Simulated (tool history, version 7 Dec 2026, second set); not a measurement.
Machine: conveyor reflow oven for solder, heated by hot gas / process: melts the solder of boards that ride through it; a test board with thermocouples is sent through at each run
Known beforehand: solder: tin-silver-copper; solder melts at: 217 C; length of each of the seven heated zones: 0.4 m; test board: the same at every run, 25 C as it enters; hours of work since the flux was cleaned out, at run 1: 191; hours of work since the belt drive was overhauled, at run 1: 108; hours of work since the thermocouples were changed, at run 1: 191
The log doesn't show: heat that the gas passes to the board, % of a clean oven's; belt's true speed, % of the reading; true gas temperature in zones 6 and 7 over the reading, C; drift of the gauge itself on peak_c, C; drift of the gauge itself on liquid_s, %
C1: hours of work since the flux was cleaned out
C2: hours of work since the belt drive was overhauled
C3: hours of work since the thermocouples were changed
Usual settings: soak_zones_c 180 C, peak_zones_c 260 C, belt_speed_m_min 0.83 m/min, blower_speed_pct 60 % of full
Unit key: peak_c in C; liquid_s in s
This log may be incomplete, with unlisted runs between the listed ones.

run 1 hour=0 | soak_zones_c=180 peak_zones_c=260 belt_speed_m_min=0.83 blower_speed_pct=60 | C1=191 C2=108 C3=191 | peak_c=246.3 liquid_s=41.8
run 2 hour=9.4 | soak_zones_c=180 peak_zones_c=260 belt_speed_m_min=0.83 blower_speed_pct=60 | C1=196 C2=113 C3=196 | peak_c=246.4 liquid_s=41.9
run 3 hour=18.3 | soak_zones_c=180 peak_zones_c=260 belt_speed_m_min=0.83 blower_speed_pct=60 | C1=201 C2=117 C3=201 | peak_c=246.6 liquid_s=41.7
run 4 hour=25.5 | soak_zones_c=180 peak_zones_c=260 belt_speed_m_min=0.83 blower_speed_pct=60 | C1=204 C2=121 C3=204 | peak_c=247.5 liquid_s=41.8
run 5 hour=32.3 | soak_zones_c=180 peak_zones_c=260 belt_speed_m_min=0.83 blower_speed_pct=74 | C1=208 C2=124 C3=208 | peak_c=249.7 liquid_s=44.2
run 6 hour=38.9 | soak_zones_c=184 peak_zones_c=260 belt_speed_m_min=0.83 blower_speed_pct=60 | C1=211 C2=128 C3=211 | peak_c=246.7 liquid_s=43.7
run 7 hour=46.4 | soak_zones_c=184 peak_zones_c=260 belt_speed_m_min=0.83 blower_speed_pct=60 | C1=215 C2=132 C3=215 | peak_c=247.3 liquid_s=43.4
run 8 hour=52.3 | soak_zones_c=184 peak_zones_c=260 belt_speed_m_min=0.83 blower_speed_pct=60 | C1=218 C2=135 C3=218 | peak_c=246.5 liquid_s=43.5
run 9 hour=58.9 | soak_zones_c=184 peak_zones_c=260 belt_speed_m_min=0.83 blower_speed_pct=60 | C1=221 C2=138 C3=221 | peak_c=247.6 liquid_s=43.5
run 10 hour=68.1 | soak_zones_c=180 peak_zones_c=260 belt_speed_m_min=0.83 blower_speed_pct=60 | C1=226 C2=143 C3=226 | peak_c=246.1 liquid_s=41.8
run 11 hour=73 | soak_zones_c=180 peak_zones_c=260 belt_speed_m_min=0.863 blower_speed_pct=60 | C1=229 C2=145 C3=229 | peak_c=245 liquid_s=38.8
run 12 hour=81.2 | soak_zones_c=180 peak_zones_c=260 belt_speed_m_min=0.918 blower_speed_pct=60 | C1=233 C2=149 C3=233 | peak_c=243.3 liquid_s=34.5
run 13 hour=90.9 | soak_zones_c=180 peak_zones_c=260 belt_speed_m_min=0.918 blower_speed_pct=60 | C1=238 C2=154 C3=238 | peak_c=243 liquid_s=34.1
run 14 hour=100 | soak_zones_c=180 peak_zones_c=260 belt_speed_m_min=0.918 blower_speed_pct=60 | C1=242 C2=159 C3=242 | peak_c=243.2 liquid_s=34.8
run 15 hour=109.3 | soak_zones_c=186 peak_zones_c=273 belt_speed_m_min=0.751 blower_speed_pct=89 | C1=247 C2=164 C3=247 | peak_c=266.9 liquid_s=59.4
run 16 hour=116.4 | soak_zones_c=173 peak_zones_c=260 belt_speed_m_min=0.837 blower_speed_pct=85 | C1=251 C2=167 C3=251 | peak_c=250 liquid_s=42.9
run 17 hour=124.5 | soak_zones_c=190 peak_zones_c=256 belt_speed_m_min=0.83 blower_speed_pct=60 | C1=255 C2=172 C3=255 | peak_c=244.4 liquid_s=44
run 18 hour=134.3 | soak_zones_c=178 peak_zones_c=260 belt_speed_m_min=0.83 blower_speed_pct=89 | C1=260 C2=177 C3=260 | peak_c=251.2 liquid_s=45.2
run 19 hour=138.6 | soak_zones_c=168 peak_zones_c=260 belt_speed_m_min=0.661 blower_speed_pct=59 | C1=262 C2=179 C3=262 | peak_c=250.5 liquid_s=53.2
run 20 hour=148 | soak_zones_c=172 peak_zones_c=274 belt_speed_m_min=0.944 blower_speed_pct=69 | C1=267 C2=184 C3=267 | peak_c=254.7 liquid_s=38.7

3 ways to go on from here, each from the tool as it stands after run 20. What would each give?
run A hour=153.5 | soak_zones_c=172 peak_zones_c=274 belt_speed_m_min=0.808 blower_speed_pct=57 | C1=270 C2=186 C3=270 | peak_c=? liquid_s=?
run B hour=153.5 | soak_zones_c=174 peak_zones_c=260 belt_speed_m_min=0.83 blower_speed_pct=58 | C1=270 C2=186 C3=270 | peak_c=? liquid_s=?
run C hour=153.5 | soak_zones_c=172 peak_zones_c=274 belt_speed_m_min=0.944 blower_speed_pct=67 | C1=270 C2=186 C3=270 | peak_c=? liquid_s=?

run=A peak_c=257.2 liquid_s=46.4
run=B peak_c=245.2 liquid_s=37.9
run=C peak_c=254.9 liquid_s=38.6
Take away the tool's hidden state, keep each run's random variation, and the runs would have read:
run=A peak_c=258 liquid_s=47
run=B peak_c=245.9 liquid_s=38.9
run=C peak_c=256.4 liquid_s=39.6
